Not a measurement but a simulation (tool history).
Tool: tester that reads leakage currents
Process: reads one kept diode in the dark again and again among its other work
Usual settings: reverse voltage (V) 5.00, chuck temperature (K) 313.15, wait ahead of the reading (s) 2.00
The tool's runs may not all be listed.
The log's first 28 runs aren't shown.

run    hour  reverse voltage (V)  chuck temperature (K)  wait ahead of the reading (s)  current that the tester gives (pA)
 29  1206.8                 3.41                 298.15                           4.90                              149.87
 30  1236.1                 3.41                 298.15                           4.90                              149.62
 31  1283.1                 3.41                 298.15                           4.90                              149.74
 32  1319.7                 3.99                 300.15                           3.33                              188.83
 33  1354.7                 2.52                 302.15                           2.00                              187.13
 34  1395.3                12.53                 300.15                           8.48                              293.13
 35  1429.3                 4.11                 302.15                           8.48                              224.99
 36  1457.3                 2.08                 310.15                           0.90                              331.47
 37  1496.2                19.31                 294.15                           7.76                              205.96
 38  1540.9                16.76                 325.15                           0.99                             2281.19
     1573.2  -- chuck's temperature calibrated
 39  1583.0                16.76                 294.15                           1.19                              197.11

Forecast each of these 4 alternatives for the next run:
  A  1635.5                10.45                 313.15                           2.00                                   ?
  B  1635.5                16.76                 294.15                           2.18                                   ?
  C  1635.5                 3.79                 329.15                           0.78                                   ?
  D  1635.5                 1.69                 313.15                           2.09                                   ?

run  current that the tester gives (pA)
  A                              780.10
  B                              195.67
  C                             1718.94
  D                              385.91
Without the tool's hidden state the same runs would have given:
run  current that the tester gives (pA)
  A                              779.94
  B                              195.37
  C                             1718.94
  D                              385.90
